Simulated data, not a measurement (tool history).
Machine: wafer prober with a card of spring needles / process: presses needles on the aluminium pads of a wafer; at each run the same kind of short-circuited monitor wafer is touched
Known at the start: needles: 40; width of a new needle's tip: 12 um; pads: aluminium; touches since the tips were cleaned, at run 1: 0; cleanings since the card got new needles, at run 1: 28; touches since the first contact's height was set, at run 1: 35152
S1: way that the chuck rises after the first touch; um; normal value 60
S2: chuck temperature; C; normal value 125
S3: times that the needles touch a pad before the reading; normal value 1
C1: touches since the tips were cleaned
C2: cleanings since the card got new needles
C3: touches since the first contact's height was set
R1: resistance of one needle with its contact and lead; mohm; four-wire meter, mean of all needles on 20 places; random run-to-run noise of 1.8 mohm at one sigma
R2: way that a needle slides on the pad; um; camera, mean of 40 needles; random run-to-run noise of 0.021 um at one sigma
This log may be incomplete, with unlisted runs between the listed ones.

| run | day | S1 | S2 | S3 | C1 | C2 | C3 | R1 | R2 |
|---|---|---|---|---|---|---|---|---|---|
| 1 | 0 | 60 | 125 | 1 | 0 | 28 | 35152 | 198 | 15.75 |
| 2 | 0.588 | 60 | 30 | 1 | 4267 | 28 | 39419 | 218 | 15.76 |
|  | 1.117 | tips cleaned on abrasive film |
| 3 | 1.408 | 60 | 30 | 1 | 2140 | 29 | 45365 | 203 | 15.72 |
|  | 2.221 | tips cleaned on abrasive film |
| 4 | 2.221 | 60 | 30 | 1 | 0 | 30 | 51218 | 182 | 15.71 |
| 5 | 3.017 | 60 | 30 | 1 | 5781 | 30 | 56999 | 219 | 15.68 |
|  | 3.333 | tips cleaned on abrasive film |
| 6 | 3.875 | 62 | 30 | 1 | 3951 | 31 | 63220 | 210 | 16.2 |
| 7 | 4.35 | 62 | 30 | 1 | 7413 | 31 | 66682 | 222 | 16.17 |
|  | 4.433 | tips cleaned on abrasive film |
| 8 | 5.1 | 41 | 30 | 1 | 4851 | 32 | 72100 | 260 | 10.63 |
|  | 5.512 | tips cleaned on abrasive film |
| 9 | 6.058 | 60 | 125 | 1 | 3965 | 33 | 79019 | 226 | 15.64 |
|  | 6.621 | tips cleaned on abrasive film |
| 10 | 6.783 | 60 | 125 | 1 | 1201 | 34 | 84270 | 212 | 15.64 |
|  | 7.717 | tips cleaned on abrasive film |
| 11 | 7.717 | 60 | 125 | 1 | 0 | 35 | 91007 | 195 | 15.61 |
| 12 | 8.329 | 60 | 125 | 1 | 4459 | 35 | 95466 | 233 | 15.62 |
|  | 8.808 | tips cleaned on abrasive film |
| 13 | 9.108 | 60 | 56 | 1 | 2183 | 36 | 101100 | 207 | 15.58 |
| 14 | 9.517 | 60 | 56 | 1 | 5146 | 36 | 104063 | 221 | 15.61 |
|  | 9.933 | tips cleaned on abrasive film |
| 15 | 10.204 | 77 | 125 | 1 | 1961 | 37 | 109016 | 210 | 20.03 |
| 16 | 10.892 | 60 | 77 | 1 | 6955 | 37 | 114010 | 230 | 15.55 |
|  | 11.021 | tips cleaned on abrasive film |
| 17 | 11.525 | 76 | 64 | 2 | 3665 | 38 | 118588 | 195 | 19.76 |
| 18 | 12 | 70 | 28 | 1 | 7116 | 38 | 122039 | 213 | 18.19 |
|  | 12.125 | tips cleaned on abrasive film |
| 19 | 12.454 | 70 | 28 | 1 | 2395 | 39 | 125302 | 196 | 18.15 |
| 20 | 13.033 | 41 | 88 | 2 | 6604 | 39 | 129511 | 242 | 10.52 |
|  | 13.238 | tips cleaned on abrasive film |
| 21 | 13.438 | 55 | 125 | 2 | 1456 | 40 | 132432 | 208 | 14.18 |
| 22 | 14 | 66 | 125 | 2 | 5547 | 40 | 136523 | 215 | 17.09 |
|  | 14.35 | tips cleaned on abrasive film |
| 23 | 14.867 | 41 | 26 | 3 | 3737 | 41 | 142773 | 207 | 10.46 |
|  | 15.471 | tips cleaned on abrasive film |
| 24 | 15.821 | 41 | 26 | 3 | 2550 | 42 | 149687 | 203 | 10.45 |
| 25 | 16.288 | 41 | 53 | 3 | 5942 | 42 | 153079 | 216 | 10.44 |
|  | 16.588 | tips cleaned on abrasive film |
| 26 | 16.971 | 45 | 25 | 1 | 2792 | 43 | 158019 | 231 | 11.48 |

Alternative continuations, all from the tool just after run 26; predict every row:
| A | 17.554 | 63 | 125 | 1 | 7008 | 43 | 162235 | ? | ? |
| B | 17.554 | 45 | 49 | 3 | 7008 | 43 | 162235 | ? | ? |
| C | 17.554 | 48 | 123 | 2 | 7008 | 43 | 162235 | ? | ? |

| run | R1 | R2 |
|---|---|---|
| A | 232 | 16.28 |
| B | 213 | 11.47 |
| C | 233 | 12.28 |
Had the tool no hidden state, the same runs would have come out as:
| run | R1 | R2 |
|---|---|---|
| A | 193 | 16.66 |
| B | 184 | 11.85 |
| C | 196 | 12.65 |
